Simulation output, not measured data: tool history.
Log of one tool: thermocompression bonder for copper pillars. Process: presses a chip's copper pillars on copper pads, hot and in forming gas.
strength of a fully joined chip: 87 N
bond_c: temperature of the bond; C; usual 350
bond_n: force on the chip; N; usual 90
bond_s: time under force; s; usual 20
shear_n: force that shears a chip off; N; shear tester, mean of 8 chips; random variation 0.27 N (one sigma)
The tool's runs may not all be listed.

run 1 hour=0 | bond_c=350 bond_n=90 bond_s=20 | shear_n=52.7
run 2 hour=10.6 | bond_c=350 bond_n=104 bond_s=20 | shear_n=56.8
run 3 hour=18.2 | bond_c=350 bond_n=90 bond_s=20 | shear_n=53.3
run 4 hour=24.6 | bond_c=350 bond_n=90 bond_s=20 | shear_n=53.4
run 5 hour=34.8 | bond_c=350 bond_n=90 bond_s=20 | shear_n=53.8
run 6 hour=45 | bond_c=350 bond_n=90 bond_s=20 | shear_n=53.2
run 7 hour=55.4 | bond_c=350 bond_n=90 bond_s=20 | shear_n=53.2
run 8 hour=66.6 | bond_c=350 bond_n=90 bond_s=20 | shear_n=53.5
run 9 hour=77.1 | bond_c=350 bond_n=90 bond_s=14 | shear_n=47.6
run 10 hour=82.7 | bond_c=350 bond_n=90 bond_s=41 | shear_n=65.5
run 11 hour=94.4 | bond_c=350 bond_n=90 bond_s=12 | shear_n=45.2
run 12 hour=100.7 | bond_c=350 bond_n=90 bond_s=12 | shear_n=45.6
run 13 hour=111 | bond_c=350 bond_n=90 bond_s=12 | shear_n=46.4
run 14 hour=118 | bond_c=334 bond_n=64 bond_s=20 | shear_n=39.7
run 15 hour=128 | bond_c=354 bond_n=59 bond_s=37 | shear_n=53.5
-- hour=131 gauge calibrated
run 16 hour=135.2 | bond_c=373 bond_n=59 bond_s=18 | shear_n=46.2
run 17 hour=147.4 | bond_c=373 bond_n=59 bond_s=18 | shear_n=45.9
run 18 hour=158.7 | bond_c=373 bond_n=106 bond_s=18 | shear_n=62.6
run 19 hour=168.9 | bond_c=349 bond_n=54 bond_s=28 | shear_n=43.7

Some steps in shear_n between neighbouring runs. How much of each would the tool show without its hidden state too (settings, what came in, random variation), and how much is left for the hidden state, with any gauge scatter that isn't in both results?
The hidden state here: true temperature of the bond over the reading, C; force that reaches the chip, % of what is set; oxide that the forming gas leaves, % of the face; drift of the gauge itself on shear_n, %.
Run 10 -> 11: bond_s 41 -> 12. shear_n -20.3 N: hidden state -0.2, all else -20.1.
Run 15 -> 16: bond_c 354 -> 373, bond_s 37 -> 18, gauge calibrated. shear_n -7.3 N: hidden state -1.4, all else -5.9.

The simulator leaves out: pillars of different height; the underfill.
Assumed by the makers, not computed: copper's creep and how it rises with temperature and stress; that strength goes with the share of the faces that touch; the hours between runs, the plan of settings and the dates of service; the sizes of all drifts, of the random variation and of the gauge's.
